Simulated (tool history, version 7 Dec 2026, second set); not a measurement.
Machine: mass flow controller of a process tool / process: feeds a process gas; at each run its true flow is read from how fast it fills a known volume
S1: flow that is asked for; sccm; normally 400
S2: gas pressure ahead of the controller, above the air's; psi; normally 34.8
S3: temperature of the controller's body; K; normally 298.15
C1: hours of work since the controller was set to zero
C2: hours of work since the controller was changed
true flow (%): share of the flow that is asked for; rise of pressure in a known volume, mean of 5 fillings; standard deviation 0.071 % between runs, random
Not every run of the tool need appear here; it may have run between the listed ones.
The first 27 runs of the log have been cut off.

{"run": 28, "hour": 7549.9, "S1": 400, "S2": 24.2, "S3": 293.15, "C1": 4211, "C2": 12812, "true flow (%)": 100.29}
{"run": 29, "hour": 7891.1, "S1": 309, "S2": 25.4, "S3": 293.15, "C1": 4406, "C2": 13006, "true flow (%)": 100.03}
{"run": 30, "hour": 8138.7, "S1": 309, "S2": 25.4, "S3": 293.15, "C1": 4547, "C2": 13147, "true flow (%)": 100.13}
{"run": 31, "hour": 8512.0, "S1": 88, "S2": 34.8, "S3": 298.15, "C1": 4759, "C2": 13360, "true flow (%)": 98.97}
{"run": 32, "hour": 8757.7, "S1": 88, "S2": 39.0, "S3": 305.15, "C1": 4899, "C2": 13500, "true flow (%)": 98.36}
{"run": 33, "hour": 9005.6, "S1": 88, "S2": 39.0, "S3": 305.15, "C1": 5040, "C2": 13641, "true flow (%)": 98.36}
{"run": 34, "hour": 9341.4, "S1": 458, "S2": 31.3, "S3": 298.15, "C1": 5231, "C2": 13832, "true flow (%)": 99.91}
{"run": 35, "hour": 9745.8, "S1": 400, "S2": 34.8, "S3": 302.15, "C1": 5462, "C2": 14062, "true flow (%)": 99.36}
{"run": 36, "hour": 9962.8, "S1": 72, "S2": 34.8, "S3": 310.15, "C1": 5585, "C2": 14186, "true flow (%)": 98.05}
{"run": 37, "hour": 10226.2, "S1": 379, "S2": 32.3, "S3": 308.15, "C1": 5735, "C2": 14336, "true flow (%)": 98.81}
{"run": 38, "hour": 10629.7, "S1": 379, "S2": 32.3, "S3": 295.15, "C1": 5965, "C2": 14566, "true flow (%)": 99.88}
{"run": 39, "hour": 10799.8, "S1": 318, "S2": 32.5, "S3": 299.15, "C1": 6062, "C2": 14662, "true flow (%)": 99.43}
{"run": 40, "hour": 11155.7, "S1": 174, "S2": 21.0, "S3": 310.15, "C1": 6264, "C2": 14865, "true flow (%)": 98.37}
{"run": 41, "hour": 11456.8, "S1": 174, "S2": 24.8, "S3": 302.15, "C1": 6436, "C2": 15036, "true flow (%)": 99.07}
{"run": 42, "hour": 11648.9, "S1": 242, "S2": 40.0, "S3": 304.15, "C1": 6545, "C2": 15146, "true flow (%)": 98.8}
{"run": 43, "hour": 11894.6, "S1": 126, "S2": 24.1, "S3": 296.15, "C1": 6685, "C2": 15286, "true flow (%)": 99.42}
{"run": 44, "hour": 12123.2, "S1": 87, "S2": 35.5, "S3": 304.15, "C1": 6815, "C2": 15416, "true flow (%)": 98.43}
{"run": 45, "hour": 12424.6, "S1": 87, "S2": 35.5, "S3": 304.15, "C1": 6987, "C2": 15587, "true flow (%)": 98.48}
{"run": 46, "hour": 12616.8, "S1": 224, "S2": 35.5, "S3": 298.15, "C1": 7096, "C2": 15697, "true flow (%)": 99.33}

Forecast each of these 5 alternatives for the next run:
{"hour": 12649.1, "done": "controller exchanged for a calibrated one"}
{"run": "A", "hour": 12899.6, "S1": 286, "S2": 23.6, "S3": 297.15, "C1": 143, "C2": 143, "true flow (%)": "?"}
{"hour": 12649.1, "done": "controller exchanged for a calibrated one"}
{"run": "B", "hour": 12899.6, "S1": 158, "S2": 35.1, "S3": 298.15, "C1": 143, "C2": 143, "true flow (%)": "?"}
{"hour": 12649.1, "done": "controller exchanged for a calibrated one"}
{"run": "C", "hour": 12899.6, "S1": 55, "S2": 24.7, "S3": 304.15, "C1": 143, "C2": 143, "true flow (%)": "?"}
{"hour": 12649.1, "done": "controller exchanged for a calibrated one"}
{"run": "D", "hour": 12899.6, "S1": 353, "S2": 24.5, "S3": 299.15, "C1": 143, "C2": 143, "true flow (%)": "?"}
{"hour": 12649.1, "done": "controller exchanged for a calibrated one"}
{"run": "E", "hour": 12899.6, "S1": 400, "S2": 37.4, "S3": 296.15, "C1": 143, "C2": 143, "true flow (%)": "?"}

run=A true_flow_(%)=99.55
run=B true_flow_(%)=99.11
run=C true_flow_(%)=98.64
run=D true_flow_(%)=99.58
run=E true_flow_(%)=99.74
The same runs, with their run-to-run variation unchanged, on a tool lacking any hidden condition would have given:
run=A true_flow_(%)=99.55
run=B true_flow_(%)=99.11
run=C true_flow_(%)=98.64
run=D true_flow_(%)=99.58
run=E true_flow_(%)=99.74
